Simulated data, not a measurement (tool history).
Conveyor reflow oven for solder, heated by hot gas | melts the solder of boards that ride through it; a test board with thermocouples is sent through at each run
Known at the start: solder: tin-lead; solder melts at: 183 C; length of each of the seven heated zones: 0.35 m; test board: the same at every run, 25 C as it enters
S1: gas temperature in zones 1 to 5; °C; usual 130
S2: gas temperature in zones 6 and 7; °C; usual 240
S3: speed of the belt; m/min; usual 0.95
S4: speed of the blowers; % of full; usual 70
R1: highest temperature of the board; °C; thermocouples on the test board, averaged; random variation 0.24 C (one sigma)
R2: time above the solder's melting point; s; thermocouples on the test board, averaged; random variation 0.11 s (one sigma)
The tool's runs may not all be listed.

run,hour,S1,S2,S3,S4,R1,R2
1,0,130,240,0.95,70,213.8,29.3
# hour 26.5: flux residue cleaned out of gas plates and filters
2,26.7,130,240,0.95,70,212.4,28.5
3,64.6,130,240,0.881,70,216.3,32.7
4,91.4,130,240,0.95,70,212.9,28.7
# hour 108.4: flux residue cleaned out of gas plates and filters, once more
5,126.8,130,240,0.822,70,222.6,39.3
6,166.8,130,240,0.95,70,217.2,31.1
7,198.5,130,240,0.95,70,217.2,31.5
8,231.4,130,254,0.95,70,229,35.7
9,250.5,130,254,0.95,70,228.2,36.1
10,269.9,130,254,0.95,70,228.9,35.8
11,298.9,130,254,0.95,70,228.6,36.1
12,334.7,130,254,0.95,79,231,36.6
13,372.6,130,240,0.95,70,216.5,31.2
14,405.4,130,240,0.95,70,217,31.2
15,429,130,240,0.95,70,217,30.9
16,447.1,130,240,0.95,70,217.1,30.9
17,465.3,137,240,0.95,70,218.3,33.2
18,503.6,137,240,0.779,51,220.3,41.7
19,526.4,130,232,0.95,70,210.3,27.5
20,566.7,130,232,0.784,70,216.7,38.5
21,595.6,131,231,1.118,70,202.6,18.9
22,613.3,131,231,1.118,70,203,18.6
23,646.8,144,231,0.86,70,215.1,37.3
24,678.7,125,249,0.86,70,226.6,38.2
25,707.6,130,233,0.95,53,205.5,23.9
26,743.4,140,240,0.95,70,218.7,33.7
27,768.7,145,240,0.95,70,219.7,35.4
28,796.4,130,240,0.95,65,215.2,29.8
29,824.9,125,240,0.929,65,214.2,29.5
30,844.4,125,240,0.929,65,214.7,29.6
31,867.8,130,240,1.032,73,213,26.5
# hour 897: flux residue cleaned out of gas plates and filters
32,912.4,141,240,0.95,64,219.7,34.7

3 ways to go on from here, each from the tool as it stands after run 32. What would each give?
A,939.2,141,240,1.13,70,?,?
B,939.2,130,240,0.95,56,?,?
C,939.2,141,240,0.95,77,?,?

run,R1,R2
A,214.6,26.4
B,214.4,29.7
C,223,36.1
Without the tool's hidden state the same runs would have given:
run,R1,R2
A,212.8,25.3
B,212.6,28.4
C,221.2,34.9
